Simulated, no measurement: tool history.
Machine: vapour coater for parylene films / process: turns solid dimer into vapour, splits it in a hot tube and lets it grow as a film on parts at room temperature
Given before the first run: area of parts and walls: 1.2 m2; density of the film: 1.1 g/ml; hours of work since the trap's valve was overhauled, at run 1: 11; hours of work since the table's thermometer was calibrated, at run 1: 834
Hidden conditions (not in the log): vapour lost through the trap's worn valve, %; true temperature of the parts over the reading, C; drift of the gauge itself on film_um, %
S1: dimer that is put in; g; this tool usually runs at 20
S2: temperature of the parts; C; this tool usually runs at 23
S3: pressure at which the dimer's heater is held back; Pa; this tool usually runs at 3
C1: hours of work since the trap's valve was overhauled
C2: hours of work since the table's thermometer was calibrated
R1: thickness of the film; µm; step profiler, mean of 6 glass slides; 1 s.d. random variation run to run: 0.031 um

run     day  S1  S2    S3   C1    C2     R1
  1       0  20  23     3   11   834   8.94
  2   0.942  20  23     3   21   845   8.96
  3   2.054  20  23     3   34   858   8.93
  4   4.146  20  23     3   58   882   8.93
  5   5.938  20  23     3   79   902   8.89
  6   7.067  20  23     3   92   915   8.94
  7   9.021  20  23     3  114   938   8.89
  8  10.317  20  23     3  129   953   8.87
  9  11.396  20  23     3  142   965   8.86
 10  12.504  20  23     3  154   978   8.86
 11  13.688  20  23     3  168   992   8.85
 12  15.367  20  23     3  187  1011   8.83
 13  16.283  20  23     3  198  1021   8.77
 14  17.562  20  23     3  213  1036   8.83
 15    19.7  20  23     3  237  1061   8.83
 16  20.683  13  23     3  248  1072   5.67
 17  22.312  20  20     3  267  1091   9.55
 18   24.25  20  20     3  290  1113   9.48
     24.454  -- table's thermometer calibrated
 19  25.633  20  20     3  305    14   9.46
 20  27.612  20  20     3  328    36   9.44
 21  28.988  20  23  3.75  344    52   8.43
 22  29.996  20  23  3.75  355    64   8.35
 23  31.029  20  23  3.75  367    76   8.39
 24  32.296  20  23  3.75  382    90   8.37
     33.733  -- table's thermometer calibrated, once more
 25  34.071  20  23  3.75  402     4   8.52
 26  35.621  21  27  3.11  419    22   8.13
 27  36.571   8  31  5.64  430    33    2.5
 28  38.375   8  31  5.64  451    53   2.51
 29  39.621   8  31  5.64  465    68   2.53
 30  41.079   8  31  5.64  482    84   2.51
 31  43.196  14  23     3  506   109   6.09
 32  44.317  14  30  3.58  519   122   4.83
 33  45.338  20  26  5.68  531   133   7.27
 34  46.579   9  20     3  545   148   4.27
 35  47.738  16  22  8.04  559   161   6.21
 36  49.746  11  29     3  582   184   3.99
 37  51.771  11  29     3  605   207   3.96
 38  53.521  11  29     3  625   228   3.97
 39  54.829  11  29     3  640   243   3.95
 40  56.788  11  29     3  663   265   3.94
 41  58.821  11  29     3  686   289   3.95
     59.129  -- trap's valve overhauled
 42  60.125  15  19     3   11   302   7.62
 43  61.662  33  23     3   29   319  14.91
 44  63.692  33  23     3   52   343  14.88

5 options for the next run, each taken on its own from the tool as it stands now. Forecast them:
  A  64.696  33  18      3  64  354   ?
  B  64.696  28  23   4.69  64  354   ?
  C  64.696  36  23   2.56  64  354   ?
  D  64.696  13  23    4.4  64  354   ?
  E  64.696  33  30  11.16  64  354   ?

run     R1
  A  17.33
  B  11.77
  C   16.5
  D   5.57
  E   9.99
Had the tool no hidden state, the same runs would have come out as:
run     R1
  A  17.59
  B  11.95
  C  16.76
  D   5.66
  E  10.14

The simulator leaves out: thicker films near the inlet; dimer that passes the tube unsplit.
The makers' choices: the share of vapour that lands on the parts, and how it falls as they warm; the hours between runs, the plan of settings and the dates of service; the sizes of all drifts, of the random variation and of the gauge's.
